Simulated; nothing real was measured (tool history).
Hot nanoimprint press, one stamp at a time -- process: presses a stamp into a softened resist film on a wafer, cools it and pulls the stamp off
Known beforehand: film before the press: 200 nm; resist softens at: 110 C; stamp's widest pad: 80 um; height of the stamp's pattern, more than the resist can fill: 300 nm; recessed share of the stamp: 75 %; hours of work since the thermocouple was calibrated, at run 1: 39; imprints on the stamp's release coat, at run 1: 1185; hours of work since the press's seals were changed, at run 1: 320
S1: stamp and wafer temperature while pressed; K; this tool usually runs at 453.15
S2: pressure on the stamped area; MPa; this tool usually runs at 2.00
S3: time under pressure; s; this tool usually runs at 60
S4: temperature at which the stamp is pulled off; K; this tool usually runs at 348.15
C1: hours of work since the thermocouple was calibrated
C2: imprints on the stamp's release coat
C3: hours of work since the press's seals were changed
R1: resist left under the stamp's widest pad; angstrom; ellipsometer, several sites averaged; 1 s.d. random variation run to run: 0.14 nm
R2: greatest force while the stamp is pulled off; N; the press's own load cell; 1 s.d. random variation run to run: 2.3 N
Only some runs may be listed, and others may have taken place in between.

{"run": 1, "hour": 0.0, "S1": 453.15, "S2": 2.0, "S3": 60, "S4": 348.15, "C1": 39, "C2": 1185, "C3": 320, "R1": 703, "R2": 178}
{"run": 2, "hour": 10.0, "S1": 453.15, "S2": 2.0, "S3": 60, "S4": 348.15, "C1": 45, "C2": 1212, "C3": 326, "R1": 703, "R2": 179}
{"run": 3, "hour": 23.6, "S1": 453.15, "S2": 2.0, "S3": 60, "S4": 348.15, "C1": 54, "C2": 1250, "C3": 335, "R1": 705, "R2": 182}
{"run": 4, "hour": 45.5, "S1": 453.15, "S2": 2.17, "S3": 60, "S4": 348.15, "C1": 67, "C2": 1310, "C3": 348, "R1": 675, "R2": 182}
{"run": 5, "hour": 61.6, "S1": 446.15, "S2": 2.17, "S3": 60, "S4": 348.15, "C1": 77, "C2": 1354, "C3": 359, "R1": 871, "R2": 179}
{"run": 6, "hour": 83.0, "S1": 453.15, "S2": 2.0, "S3": 60, "S4": 334.15, "C1": 91, "C2": 1413, "C3": 372, "R1": 701, "R2": 207}
{"run": 7, "hour": 96.7, "S1": 453.15, "S2": 1.33, "S3": 60, "S4": 348.15, "C1": 99, "C2": 1451, "C3": 381, "R1": 836, "R2": 181}
{"run": 8, "hour": 107.0, "S1": 453.15, "S2": 1.32, "S3": 39, "S4": 348.15, "C1": 106, "C2": 1479, "C3": 387, "R1": 991, "R2": 182}
{"hour": 111.8, "done": "plate thermocouple calibrated"}
{"run": 9, "hour": 127.7, "S1": 453.15, "S2": 1.32, "S3": 39, "S4": 348.15, "C1": 10, "C2": 1528, "C3": 398, "R1": 984, "R2": 181}
{"run": 10, "hour": 140.4, "S1": 453.15, "S2": 1.32, "S3": 98, "S4": 353.15, "C1": 18, "C2": 1562, "C3": 406, "R1": 673, "R2": 173}
{"run": 11, "hour": 156.8, "S1": 453.15, "S2": 2.0, "S3": 60, "S4": 353.15, "C1": 28, "C2": 1607, "C3": 416, "R1": 694, "R2": 169}
{"run": 12, "hour": 170.2, "S1": 457.15, "S2": 1.83, "S3": 44, "S4": 355.15, "C1": 37, "C2": 1644, "C3": 425, "R1": 723, "R2": 172}
{"run": 13, "hour": 186.6, "S1": 457.15, "S2": 1.83, "S3": 44, "S4": 355.15, "C1": 47, "C2": 1689, "C3": 435, "R1": 723, "R2": 167}
{"run": 14, "hour": 207.8, "S1": 457.15, "S2": 2.62, "S3": 74, "S4": 355.15, "C1": 60, "C2": 1747, "C3": 448, "R1": 484, "R2": 171}

5 ways to go on from here, each from the tool as it stands after run 14. What would each give?
{"run": "A", "hour": 230.1, "S1": 444.15, "S2": 2.62, "S3": 31, "S4": 356.15, "C1": 74, "C2": 1809, "C3": 462, "R1": "?", "R2": "?"}
{"run": "B", "hour": 230.1, "S1": 442.15, "S2": 2.81, "S3": 81, "S4": 348.15, "C1": 74, "C2": 1809, "C3": 462, "R1": "?", "R2": "?"}
{"run": "C", "hour": 230.1, "S1": 457.15, "S2": 1.96, "S3": 82, "S4": 355.15, "C1": 74, "C2": 1809, "C3": 462, "R1": "?", "R2": "?"}
{"run": "D", "hour": 230.1, "S1": 442.15, "S2": 2.04, "S3": 74, "S4": 355.15, "C1": 74, "C2": 1809, "C3": 462, "R1": "?", "R2": "?"}
{"run": "E", "hour": 230.1, "S1": 453.15, "S2": 3.12, "S3": 60, "S4": 348.15, "C1": 74, "C2": 1809, "C3": 462, "R1": "?", "R2": "?"}

run=A R1=1105 R2=170
run=B R1=801 R2=187
run=C R1=527 R2=171
run=D R1=945 R2=174
run=E R1=570 R2=188
Take away the tool's hidden state, keep each run's random variation, and the runs would have read:
run=A R1=1117 R2=150
run=B R1=812 R2=165
run=C R1=533 R2=150
run=D R1=959 R2=153
run=E R1=576 R2=165

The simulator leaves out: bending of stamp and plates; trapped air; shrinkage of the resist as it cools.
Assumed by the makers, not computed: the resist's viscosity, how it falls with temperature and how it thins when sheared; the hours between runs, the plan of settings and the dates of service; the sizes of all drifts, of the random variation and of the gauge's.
